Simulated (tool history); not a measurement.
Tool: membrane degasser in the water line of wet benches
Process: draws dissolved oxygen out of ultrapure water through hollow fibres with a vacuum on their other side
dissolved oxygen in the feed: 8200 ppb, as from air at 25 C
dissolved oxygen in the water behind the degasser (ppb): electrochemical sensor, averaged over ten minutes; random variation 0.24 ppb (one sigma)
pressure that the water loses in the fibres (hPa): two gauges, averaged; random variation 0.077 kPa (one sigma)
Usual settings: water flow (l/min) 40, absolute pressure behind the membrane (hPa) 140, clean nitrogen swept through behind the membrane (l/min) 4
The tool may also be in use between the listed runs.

| run | hour | water flow (l/min) | absolute pressure behind the membrane (hPa) | clean nitrogen swept through behind the membrane (l/min) | dissolved oxygen in the water behind the degasser (ppb) | pressure that the water loses in the fibres (hPa) |
|---|---|---|---|---|---|---|
| 1 | 0 | 40 | 140 | 4 | 252.7 | 277.2 |
| 2 | 145.6 | 40 | 140 | 4 | 252.9 | 278.1 |
| 3 | 265.5 | 40 | 140 | 4 | 252.8 | 280.3 |
| 4 | 413.2 | 40 | 140 | 4 | 253.3 | 277.6 |
| 5 | 528.7 | 40 | 140 | 4 | 253.1 | 278.5 |
| 6 | 639.3 | 40 | 140 | 4 | 252.9 | 279.2 |
|  | 648.2 | vacuum gauge calibrated |
| 7 | 731.3 | 40 | 140 | 4 | 254.2 | 279 |

Forecast run 8:
| 8 | 802 | 40 | 140 | 2.06 | ? | ? |

Run 8 gave dissolved oxygen in the water behind the degasser (ppb) 455, pressure that the water loses in the fibres (hPa) 279.4.
Without the tool's hidden state the same run would have given dissolved oxygen in the water behind the degasser (ppb) 448.8, pressure that the water loses in the fibres (hPa) 277.4.
